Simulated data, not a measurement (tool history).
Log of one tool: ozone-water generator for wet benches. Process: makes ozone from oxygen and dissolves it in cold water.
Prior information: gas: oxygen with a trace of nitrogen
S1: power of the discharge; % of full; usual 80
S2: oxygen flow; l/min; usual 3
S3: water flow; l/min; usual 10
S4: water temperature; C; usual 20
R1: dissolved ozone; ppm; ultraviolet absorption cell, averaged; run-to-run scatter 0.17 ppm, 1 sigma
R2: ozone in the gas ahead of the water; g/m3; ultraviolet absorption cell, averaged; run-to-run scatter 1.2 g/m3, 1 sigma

| run | hour | S1 | S2 | S3 | S4 | R1 | R2 |
|---|---|---|---|---|---|---|---|
| 1 | 0 | 80 | 3 | 10 | 20 | 21.1 | 200.2 |
| 2 | 55.2 | 80 | 3 | 10 | 20 | 21.1 | 201.6 |
| 3 | 98.2 | 80 | 3 | 10 | 20 | 20.9 | 201.8 |
| 4 | 159.4 | 80 | 3 | 10 | 20 | 20.6 | 198.5 |
| 5 | 216.2 | 80 | 3 | 10 | 20 | 21 | 198.6 |
| 6 | 258.9 | 80 | 3 | 8 | 20 | 24.1 | 199.9 |
| 7 | 292.4 | 80 | 3 | 10 | 20 | 20.8 | 198.3 |
| 8 | 322.1 | 80 | 3 | 10 | 20 | 20.7 | 197.5 |
| 9 | 357.8 | 80 | 3 | 10 | 20 | 20.6 | 200.1 |
| 10 | 392.6 | 80 | 3 | 10 | 20 | 20.5 | 196.9 |
| 11 | 455.4 | 80 | 3 | 11 | 20 | 19.2 | 197.2 |
| 12 | 512.5 | 80 | 3 | 10 | 23 | 19.2 | 196.8 |
| 13 | 557 | 80 | 3 | 10 | 23 | 19.4 | 198.7 |
| 14 | 602 | 80 | 4 | 10 | 27 | 17.6 | 169.6 |
| 15 | 665.5 | 80 | 4 | 10 | 27 | 17.4 | 168.2 |
| 16 | 732.2 | 80 | 4 | 10 | 27 | 17.4 | 167.9 |
| 17 | 760.6 | 60 | 4.77 | 11 | 15 | 16.6 | 126.7 |
| 18 | 802 | 75 | 2.43 | 11 | 15 | 19.2 | 209.1 |
| 19 | 851 | 92 | 2.3 | 10 | 15 | 23.6 | 245.4 |
| 20 | 907.8 | 75 | 2.3 | 7 | 26 | 22.5 | 215.1 |
| 21 | 948.4 | 75 | 2.3 | 6 | 13 | 31.4 | 215.5 |
| 22 | 1004.1 | 46 | 2.3 | 6 | 25 | 18.4 | 157.4 |
| 23 | 1050.8 | 80 | 3 | 10 | 15 | 21.7 | 194 |
| 24 | 1085.2 | 80 | 3 | 10 | 15 | 21.2 | 193.1 |

Below, each run's measurement less what the same run would have read without the hidden state. Both values contain the same run-to-run variation, but the gauge's scatter may not be the same in both:
Hidden state present: yield of the discharge, % of new electrodes'; contactor's efficiency, % of a clean one's; true water temperature over the reading, C; drift of the gauge itself on ozone_ppm, %; drift of the gauge itself on gas_g_m3, %.
| run | R1 | R2 |
|---|---|---|
| 1 | -1.2 | -7.3 |
| 2 | -1.2 | -7.8 |
| 3 | -1.3 | -8 |
| 4 | -1.4 | -8.5 |
| 5 | -1.4 | -9 |
| 6 | -1.6 | -9.3 |
| 7 | -1.4 | -9.5 |
| 8 | -1.5 | -9.7 |
| 9 | -1.5 | -10.1 |
| 10 | -1.6 | -10.2 |
| 11 | -1.5 | -10.7 |
| 12 | -1.6 | -11.1 |
| 13 | -1.7 | -11.5 |
| 14 | -1.5 | -10.2 |
| 15 | -1.5 | -10.5 |
| 16 | -1.6 | -11.1 |
| 17 | -1.4 | -6.9 |
| 18 | -1.8 | -13.8 |
| 19 | -2.5 | -18.8 |
| 20 | -2.2 | -15.1 |
| 21 | -3 | -15.3 |
| 22 | -1.4 | -7.9 |
| 23 | -2.3 | -15.2 |
| 24 | -2.4 | -15.4 |

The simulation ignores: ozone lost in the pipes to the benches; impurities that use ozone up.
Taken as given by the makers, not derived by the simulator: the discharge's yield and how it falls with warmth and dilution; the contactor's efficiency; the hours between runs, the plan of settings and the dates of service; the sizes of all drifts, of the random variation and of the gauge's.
